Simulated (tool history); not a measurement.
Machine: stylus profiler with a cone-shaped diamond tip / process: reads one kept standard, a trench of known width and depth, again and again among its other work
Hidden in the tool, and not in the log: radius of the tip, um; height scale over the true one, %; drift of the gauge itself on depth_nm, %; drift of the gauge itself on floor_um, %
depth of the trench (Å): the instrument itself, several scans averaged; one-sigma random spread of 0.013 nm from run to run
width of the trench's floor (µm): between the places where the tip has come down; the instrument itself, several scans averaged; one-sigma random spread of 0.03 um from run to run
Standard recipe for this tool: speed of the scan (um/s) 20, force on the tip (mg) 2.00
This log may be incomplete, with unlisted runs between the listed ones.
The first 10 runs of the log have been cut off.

run	hour	speed of the scan (um/s)	force on the tip (mg)	scans with this tip	hours of work since the height scale was calibrated	depth of the trench (Å)	width of the trench's floor (µm)
11	620.6	20	1.47	4696	1130	1009.6	47.97
12	682.2	17	1.47	4835	1163	1009.5	47.98
13	752.2	14	2.00	4994	1201	1011.8	47.96
14	798.5	14	2.00	5099	1227	1012.0	47.87
15	875.1	14	2.00	5272	1268	1011.8	47.97
16	912.9	14	2.00	5358	1289	1011.7	47.91
17	991.1	14	2.00	5535	1332	1011.9	47.94
18	1026.9	20	1.49	5616	1351	1009.7	47.90
# hour 1065.6: height scale calibrated on a step standard
19	1109.5	7	5.66	5802	24	1023.7	48.00
20	1149.1	10	1.40	5892	45	1009.2	47.94
21	1186.0	12	2.00	5975	66	1011.7	47.97
22	1239.5	12	2.00	6096	95	1011.9	47.92
23	1281.1	20	1.14	6191	117	1007.8	47.97
24	1336.1	21	2.00	6315	147	1011.6	47.98

Expected results for the next run?
25	1408.8	6	2.00	6480	187	?	?

depth of the trench (Å): 1011.4
width of the trench's floor (µm): 48.00
Take away the tool's hidden state, keep the run-to-run variation as it was, and the same run would have given depth of the trench (Å) 1011.4, width of the trench's floor (µm) 48.00.
